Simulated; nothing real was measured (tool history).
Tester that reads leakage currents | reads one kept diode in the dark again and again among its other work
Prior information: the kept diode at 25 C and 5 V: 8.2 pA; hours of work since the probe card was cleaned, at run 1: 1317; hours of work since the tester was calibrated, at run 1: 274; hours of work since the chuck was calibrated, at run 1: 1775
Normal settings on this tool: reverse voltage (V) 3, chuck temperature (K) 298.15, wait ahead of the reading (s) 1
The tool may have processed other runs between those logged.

run,hour,reverse voltage (V),chuck temperature (K),wait ahead of the reading (s),hours of work since the probe card was cleaned,hours of work since the tester was calibrated,hours of work since the chuck was calibrated,current that the tester gives (pA)
1,0,3,298.15,1,1317,274,1775,15.84
2,16,3,308.15,1,1326,282,1784,23.99
3,33.2,1.7,298.15,1,1335,291,1793,10.06
4,53.6,1.7,298.15,1,1345,302,1804,10.13
5,78.3,3,298.15,2.24,1359,315,1817,15.48
6,110.3,3,298.15,1.44,1375,332,1834,15.92
7,136.5,3,298.15,1.44,1389,346,1847,16.07
# hour 150.5: probe card cleaned and baked
8,160.7,14.14,298.15,1.44,5,357,1859,19.38
9,177.8,14.14,298.15,1.44,14,366,1868,19.68
10,194.4,3,310.15,1,23,375,1877,18.03
11,220.1,3.56,298.15,1,37,388,1890,8.73
12,255.7,3.56,298.15,1,56,407,1909,8.98
13,274.6,3,298.15,1,66,417,1919,8.03
# hour 279.7: tester calibrated
14,300.8,3,298.15,1,78,11,1932,8.06
15,329.2,1.61,298.15,1,93,26,1947,5.42
16,362.8,3,298.15,1,111,44,1964,8.36
# hour 371: tester calibrated, once more
17,391.8,3,298.15,1,125,11,1979,8.45
18,416.5,3,320.15,1,139,24,1992,37.38
19,446.2,3,298.15,1,154,40,2008,8.68
20,466.5,3,303.15,1,165,51,2018,11.86
21,482.6,3,303.15,1,173,59,2027,11.88
22,497.4,6.32,306.15,1,181,67,2035,23.55
23,514.3,16.67,319.15,2.47,190,76,2044,96.15
24,537.9,16.67,319.15,2.47,203,88,2056,96.53
25,554.7,16.67,319.15,2.47,212,97,2065,96.54
26,582.5,16.67,319.15,2.47,226,112,2080,96.86
27,597.7,4.65,298.15,1.1,234,120,2088,12.12
28,628.2,7.38,293.15,1,250,136,2104,13.55
29,654.3,7.38,293.15,1,264,150,2118,13.85

Predict the results of run 30:
30,682.5,7.38,293.15,1,279,165,2132,?

{"run 30": {"current that the tester gives (pA)": 14.11}}
Had the tool carried no hidden state, the very same run would have given current that the tester gives (pA) 9.7.

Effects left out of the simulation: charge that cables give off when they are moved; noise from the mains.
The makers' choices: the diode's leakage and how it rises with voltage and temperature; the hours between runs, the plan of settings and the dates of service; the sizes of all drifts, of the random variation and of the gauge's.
